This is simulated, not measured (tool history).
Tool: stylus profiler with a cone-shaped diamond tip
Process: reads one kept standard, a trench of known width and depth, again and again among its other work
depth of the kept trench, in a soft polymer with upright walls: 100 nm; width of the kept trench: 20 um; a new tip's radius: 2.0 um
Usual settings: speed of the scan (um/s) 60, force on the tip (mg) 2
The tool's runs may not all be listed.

| run | day | speed of the scan (um/s) | force on the tip (mg) | depth of the trench (angstrom) | width of the trench's floor (um) |
|---|---|---|---|---|---|
| 1 | 0 | 60 | 2 | 1008.1 | 18.24 |
| 2 | 1.983 | 60 | 2 | 1008.2 | 18.29 |
| 3 | 3.083 | 47 | 2 | 1008.5 | 18.36 |
| 4 | 4.862 | 60 | 2 | 1008 | 18.28 |
| 5 | 5.833 | 60 | 2 | 1007.2 | 18.29 |
| 6 | 7.608 | 60 | 1.84 | 1008.1 | 18.28 |
| 7 | 9.779 | 60 | 1.84 | 1006.2 | 18.26 |
| 8 | 11.808 | 60 | 1.84 | 1006.5 | 18.26 |
| 9 | 13.771 | 17 | 4.84 | 1016.3 | 18.41 |
| 10 | 15.629 | 51 | 4.65 | 1017.3 | 18.29 |
| 11 | 16.721 | 232 | 4.5 | 1015.8 | 17.97 |
| 12 | 18.029 | 174 | 2 | 1006.5 | 17.89 |
| 13 | 19.654 | 174 | 2 | 1005.8 | 17.86 |
| 14 | 21.542 | 151 | 1.55 | 1004.3 | 17.91 |

Hidden state or all else? Some run-to-run changes of depth of the trench (angstrom), split into what the settings, what came in and random variation would give without the hidden state, and what is left for the hidden state (with any gauge scatter that isn't in both results):
The hidden state here: radius of the tip, um; height scale over the true one, %; drift of the gauge itself on depth_nm, %; drift of the gauge itself on floor_um, %.
Run 1 -> 2: no setting changed, nothing entered. depth of the trench (angstrom) +0.1: hidden state -0.2, all else +0.3.
Run 8 -> 9: speed of the scan (um/s) 60 -> 17, force on the tip (mg) 1.84 -> 4.84. depth of the trench (angstrom) +9.8: hidden state -0.2, all else +10.
